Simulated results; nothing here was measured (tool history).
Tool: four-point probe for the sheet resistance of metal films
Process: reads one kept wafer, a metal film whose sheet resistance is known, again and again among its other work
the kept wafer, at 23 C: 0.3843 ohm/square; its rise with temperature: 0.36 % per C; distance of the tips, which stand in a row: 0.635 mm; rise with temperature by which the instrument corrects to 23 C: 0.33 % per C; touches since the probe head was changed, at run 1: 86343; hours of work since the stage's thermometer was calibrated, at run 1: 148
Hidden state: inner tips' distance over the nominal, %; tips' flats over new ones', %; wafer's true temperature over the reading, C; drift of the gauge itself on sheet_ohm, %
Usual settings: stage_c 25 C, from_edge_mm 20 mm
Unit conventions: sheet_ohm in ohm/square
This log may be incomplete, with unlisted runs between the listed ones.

| run | hour | stage_c | from_edge_mm | touches since the probe head was changed | hours of work since the stage's thermometer was calibrated | sheet_ohm |
|---|---|---|---|---|---|---|
| 1 | 0 | 25 | 20 | 86343 | 148 | 0.384832 |
| 2 | 36.1 | 25 | 20 | 87776 | 175 | 0.38493 |
| 3 | 75.3 | 25 | 20 | 89335 | 204 | 0.384834 |
| 4 | 100 | 25 | 20 | 90313 | 222 | 0.384832 |
| 5 | 139 | 25 | 20 | 91863 | 251 | 0.384919 |
| 6 | 171.4 | 25 | 20 | 93148 | 275 | 0.384819 |
| 7 | 198.3 | 25 | 20 | 94217 | 295 | 0.38469 |
| 8 | 240.7 | 25 | 20 | 95904 | 326 | 0.384855 |
| 9 | 270.6 | 25 | 14 | 97089 | 348 | 0.385128 |
| 10 | 318.1 | 25 | 14 | 98975 | 383 | 0.384972 |
| 11 | 354.9 | 25 | 14 | 100437 | 410 | 0.385052 |
| 12 | 388.2 | 25 | 14 | 101761 | 435 | 0.385053 |
| 13 | 446.9 | 23 | 14 | 104091 | 478 | 0.38489 |
| 14 | 495.6 | 25 | 14 | 106023 | 514 | 0.385185 |
| 15 | 535.7 | 25 | 14 | 107618 | 544 | 0.385112 |
| 16 | 564.8 | 25 | 14 | 108772 | 566 | 0.385021 |
| 17 | 614.6 | 25 | 14 | 110751 | 602 | 0.38505 |
| 18 | 672.5 | 25 | 14 | 113051 | 645 | 0.384939 |
| 19 | 700.7 | 25 | 14 | 114170 | 666 | 0.384925 |
| 20 | 745 | 25 | 14 | 115928 | 699 | 0.385119 |
| 21 | 805 | 25 | 20 | 118313 | 743 | 0.384876 |
| 22 | 850 | 25 | 20 | 120096 | 776 | 0.384778 |
| 23 | 886.8 | 25 | 20 | 121558 | 803 | 0.384752 |
| 24 | 943.8 | 19 | 64 | 123824 | 846 | 0.383862 |
| 25 | 995.8 | 29 | 19 | 125888 | 884 | 0.38539 |
|  | 1005.1 | new probe head fitted |
| 26 | 1025.7 | 25 | 17 | 817 | 905 | 0.384876 |
| 27 | 1077.4 | 25 | 17 | 2869 | 943 | 0.384936 |
| 28 | 1105.3 | 24 | 20 | 3978 | 964 | 0.384694 |
| 29 | 1136.1 | 34 | 64 | 5200 | 987 | 0.385764 |
| 30 | 1174.1 | 34 | 64 | 6712 | 1015 | 0.385877 |
| 31 | 1217.9 | 34 | 64 | 8447 | 1047 | 0.385871 |
| 32 | 1271 | 19 | 11 | 10556 | 1086 | 0.384381 |
| 33 | 1322.8 | 30 | 48 | 12614 | 1125 | 0.385534 |
| 34 | 1358.8 | 23 | 34 | 14046 | 1151 | 0.384371 |
| 35 | 1412.7 | 20 | 35 | 16184 | 1191 | 0.383948 |
| 36 | 1455.9 | 20 | 17 | 17901 | 1223 | 0.384104 |
|  | 1489.8 | stage's thermometer calibrated |
| 37 | 1504.5 | 32 | 20 | 19809 | 11 | 0.385998 |
| 38 | 1532.2 | 29 | 10 | 20910 | 31 | 0.386007 |
| 39 | 1571.2 | 19 | 5 | 22459 | 60 | 0.387106 |
| 40 | 1612.4 | 28 | 20 | 24097 | 91 | 0.385366 |
| 41 | 1669 | 20 | 20 | 26345 | 132 | 0.384093 |
| 42 | 1700.8 | 20 | 3 | 27606 | 156 | 0.393 |
| 43 | 1731.3 | 28 | 14 | 28819 | 178 | 0.385629 |
| 44 | 1757.4 | 24 | 39 | 29852 | 198 | 0.384556 |
| 45 | 1813.8 | 28 | 6 | 32092 | 239 | 0.38722 |

Here are 3 independent what-if runs from the current tool condition. What would each one return?
| A | 1863.4 | 23 | 38 | 34061 | 276 | ? |
| B | 1863.4 | 26 | 20 | 34061 | 276 | ? |
| C | 1863.4 | 33 | 6 | 34061 | 276 | ? |

| run | sheet_ohm |
|---|---|
| A | 0.384318 |
| B | 0.38498 |
| C | 0.387946 |
What these runs would have given with no unlogged condition in the tool:
| run | sheet_ohm |
|---|---|
| A | 0.384311 |
| B | 0.384972 |
| C | 0.387938 |
